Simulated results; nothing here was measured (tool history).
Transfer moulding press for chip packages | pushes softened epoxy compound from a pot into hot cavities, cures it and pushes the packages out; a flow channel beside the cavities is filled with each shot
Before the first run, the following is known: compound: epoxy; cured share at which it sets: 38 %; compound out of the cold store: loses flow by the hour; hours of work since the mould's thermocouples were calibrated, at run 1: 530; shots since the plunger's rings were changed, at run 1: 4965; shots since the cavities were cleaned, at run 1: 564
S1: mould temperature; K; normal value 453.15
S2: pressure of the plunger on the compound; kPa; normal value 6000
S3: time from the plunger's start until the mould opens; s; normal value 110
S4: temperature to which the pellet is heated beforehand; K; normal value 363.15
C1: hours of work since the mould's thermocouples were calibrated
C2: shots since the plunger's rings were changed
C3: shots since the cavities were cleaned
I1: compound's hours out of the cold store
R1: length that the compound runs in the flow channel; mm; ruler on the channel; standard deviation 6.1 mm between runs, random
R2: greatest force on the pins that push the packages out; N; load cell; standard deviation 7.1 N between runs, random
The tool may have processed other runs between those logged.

Run 1, day 0: usual settings; C1 530; C2 4965; C3 564; I1 17.3. Result: R1 634 mm, R2 376 N.
At day 0.75: plunger's sealing rings changed.
Run 2, day 1.033: usual settings; C1 545; C2 75; C3 811; I1 27.1. Result: R1 649 mm, R2 385 N.
At day 2: cavities cleaned with cleaning compound and waxed.
Run 3, day 2.462: usual settings; C1 567; C2 439; C3 124; I1 20. Result: R1 672 mm, R2 317 N.
Run 4, day 4.208: usual settings; C1 596; C2 903; C3 588; I1 23. Result: R1 647 mm, R2 375 N.
Run 5, day 5.779: usual settings; C1 621; C2 1322; C3 1007; I1 21.3. Result: R1 641 mm, R2 404 N.
At day 6.012: cavities cleaned with cleaning compound and waxed.
Run 6, day 6.738: usual settings; C1 635; C2 1560; C3 194; I1 17.5. Result: R1 663 mm, R2 312 N.
Run 7, day 8.442: usual settings; C1 663; C2 2014; C3 648; I1 37.6. Result: R1 625 mm, R2 358 N.
Run 8, day 9.567: usual settings but S3 138 s; C1 681; C2 2313; C3 947; I1 12.4. Result: R1 674 mm, R2 361 N.
At day 10.071: cavities cleaned with cleaning compound and waxed.
Run 9, day 10.658: usual settings but S1 458.15 K; C1 698; C2 2587; C3 156; I1 20.6. Result: R1 641 mm, R2 300 N.
Run 10, day 11.892: usual settings but S1 458.15 K; C1 718; C2 2915; C3 484; I1 40.5. Result: R1 593 mm, R2 334 N.
At day 12.438: mould's thermocouples calibrated.
Run 11, day 13.604: usual settings but S1 458.15 K; C1 19; C2 3348; C3 917; I1 12.4. Result: R1 654 mm, R2 377 N.
At day 14.15: cavities cleaned with cleaning compound and waxed.
Run 12, day 14.817: usual settings; C1 37; C2 3654; C3 177; I1 46.9. Result: R1 603 mm, R2 314 N.
Run 13, day 15.875: usual settings; C1 55; C2 3936; C3 459; I1 41. Result: R1 597 mm, R2 364 N.
Run 14, day 17.112: usual settings; C1 75; C2 4266; C3 789; I1 33.5. Result: R1 608 mm, R2 375 N.
At day 18.225: cavities cleaned with cleaning compound and waxed.
Run 15, day 18.467: usual settings; C1 95; C2 4610; C3 65; I1 36. Result: R1 602 mm, R2 311 N.
Run 16, day 19.804: usual settings but S1 456.15 K, S3 93 s, S4 365.15 K; C1 117; C2 4966; C3 421; I1 33.7. Result: R1 598 mm, R2 377 N.
At day 20.546: plunger's sealing rings changed.
Run 17, day 21.479: usual settings but S1 456.15 K, S3 93 s, S4 365.15 K; C1 142; C2 249; C3 839; I1 13.8. Result: R1 677 mm, R2 432 N.
At day 22.312: cavities cleaned with cleaning compound and waxed.
Run 18, day 22.512: usual settings but S1 456.15 K, S3 93 s, S4 366.15 K; C1 158; C2 507; C3 53; I1 24.8. Result: R1 650 mm, R2 319 N.
Run 19, day 23.546: usual settings but S1 446.15 K, S4 367.15 K; C1 175; C2 782; C3 328; I1 17.3. Result: R1 688 mm, R2 523 N.
Run 20, day 25.083: usual settings but S1 446.15 K, S3 125 s, S4 372.15 K; C1 200; C2 1191; C3 737; I1 39.2. Result: R1 648 mm, R2 432 N.
Run 21, day 25.962: usual settings but S2 5310 kPa; C1 214; C2 1425; C3 971; I1 30. Result: R1 594 mm, R2 395 N.
At day 26.3: cavities cleaned with cleaning compound and waxed.
Run 22, day 27.804: usual settings but S2 5410 kPa; C1 243; C2 1899; C3 400; I1 39.4. Result: R1 595 mm, R2 348 N.
Run 23, day 29.033: usual settings but S2 5410 kPa, S3 90 s; C1 263; C2 2227; C3 728; I1 17.5. Result: R1 626 mm, R2 537 N.
At day 30.325: cavities cleaned with cleaning compound and waxed.
Run 24, day 30.479: usual settings but S1 446.15 K, S3 132 s; C1 285; C2 2594; C3 40; I1 42.2. Result: R1 626 mm, R2 310 N.
Run 25, day 31.6: usual settings but S1 446.15 K, S3 132 s; C1 303; C2 2892; C3 338; I1 36.8. Result: R1 638 mm, R2 370 N.
Run 26, day 32.688: usual settings but S1 446.15 K, S3 132 s; C1 321; C2 3182; C3 628; I1 14.6. Result: R1 676 mm, R2 413 N.
Run 27, day 34.158: usual settings but S1 446.15 K, S3 132 s; C1 344; C2 3574; C3 1020; I1 15.7. Result: R1 674 mm, R2 439 N.
At day 34.308: cavities cleaned with cleaning compound and waxed.
Run 28, day 35.221: usual settings but S1 454.15 K, S2 7270 kPa, S3 127 s; C1 361; C2 3840; C3 243; I1 23. Result: R1 699 mm, R2 304 N.
Run 29, day 36.658: usual settings but S1 454.15 K, S2 7270 kPa, S3 127 s; C1 384; C2 4222; C3 625; I1 15. Result: R1 707 mm, R2 337 N.

Entry by entry between the runs, the difference in hidden state between the last listed run before and the first listed run after:
Runs 1 to 2: plunger's sealing rings changed (day 0.75)
  true mould temperature over the reading, C: 0.65 -> 0.68; pressure that reaches the compound, % of what is set: 87.84 -> 99.18; grip of the stained cavities, % over clean ones': 30.8 -> 37.6
  measured minus no-state result, R1: -44 -> -5 mm; R2: +84 -> +100 N
Runs 2 to 3: cavities cleaned with cleaning compound and waxed (day 2)
  true mould temperature over the reading, C: 0.68 -> 0.71; pressure that reaches the compound, % of what is set: 99.18 -> 98.3; grip of the stained cavities, % over clean ones': 37.6 -> 9.8
  measured minus no-state result, R1: -5 -> -7 mm; R2: +100 -> +21 N
Runs 5 to 6: cavities cleaned with cleaning compound and waxed (day 6.012)
  true mould temperature over the reading, C: 0.81 -> 0.83; pressure that reaches the compound, % of what is set: 96.13 -> 95.61; grip of the stained cavities, % over clean ones': 40.8 -> 11.8
  measured minus no-state result, R1: -15 -> -17 mm; R2: +108 -> +26 N
Runs 8 to 9: cavities cleaned with cleaning compound and waxed (day 10.071)
  true mould temperature over the reading, C: 0.91 -> 0.93; pressure that reaches the compound, % of what is set: 93.87 -> 93.2; grip of the stained cavities, % over clean ones': 38.9 -> 12.3
  measured minus no-state result, R1: -24 -> -25 mm; R2: +97 -> +30 N
Runs 10 to 11: mould's thermocouples calibrated (day 12.438)
  true mould temperature over the reading, C: 0.97 -> 0.06; pressure that reaches the compound, % of what is set: 92.39 -> 91.35; grip of the stained cavities, % over clean ones': 27.3 -> 39.3
  measured minus no-state result, R1: -26 -> -31 mm; R2: +70 -> +104 N
Runs 11 to 12: cavities cleaned with cleaning compound and waxed (day 14.15)
  true mould temperature over the reading, C: 0.06 -> 0.1; pressure that reaches the compound, % of what is set: 91.35 -> 90.62; grip of the stained cavities, % over clean ones': 39.3 -> 12
  measured minus no-state result, R1: -31 -> -31 mm; R2: +104 -> +34 N
Runs 14 to 15: cavities cleaned with cleaning compound and waxed (day 18.225)
  true mould temperature over the reading, C: 0.16 -> 0.19; pressure that reaches the compound, % of what is set: 89.24 -> 88.47; grip of the stained cavities, % over clean ones': 35.3 -> 4.5
  measured minus no-state result, R1: -36 -> -38 mm; R2: +98 -> +12 N
Runs 16 to 17: plunger's sealing rings changed (day 20.546)
  true mould temperature over the reading, C: 0.23 -> 0.28; pressure that reaches the compound, % of what is set: 87.58 -> 99.11; grip of the stained cavities, % over clean ones': 22.6 -> 36
  measured minus no-state result, R1: -41 -> -4 mm; R2: +65 -> +109 N
Runs 17 to 18: cavities cleaned with cleaning compound and waxed (day 22.312)
  true mould temperature over the reading, C: 0.28 -> 0.3; pressure that reaches the compound, % of what is set: 99.11 -> 98.48; grip of the stained cavities, % over clean ones': 36 -> 4
  measured minus no-state result, R1: -4 -> -6 mm; R2: +109 -> +8 N
Runs 21 to 22: cavities cleaned with cleaning compound and waxed (day 26.3)
  true mould temperature over the reading, C: 0.4 -> 0.44; pressure that reaches the compound, % of what is set: 96.47 -> 95.31; grip of the stained cavities, % over clean ones': 39.6 -> 22.7
  measured minus no-state result, R1: -12 -> -16 mm; R2: +109 -> +61 N
Runs 23 to 24: cavities cleaned with cleaning compound and waxed (day 30.325)
  true mould temperature over the reading, C: 0.48 -> 0.52; pressure that reaches the compound, % of what is set: 94.56 -> 93.67; grip of the stained cavities, % over clean ones': 33.6 -> 4.7
  measured minus no-state result, R1: -19 -> -22 mm; R2: +122 -> +8 N
Runs 27 to 28: cavities cleaned with cleaning compound and waxed (day 34.308)
  true mould temperature over the reading, C: 0.62 -> 0.64; pressure that reaches the compound, % of what is set: 91.4 -> 90.76; grip of the stained cavities, % over clean ones': 41 -> 14.9
  measured minus no-state result, R1: -32 -> -36 mm; R2: +119 -> +39 N
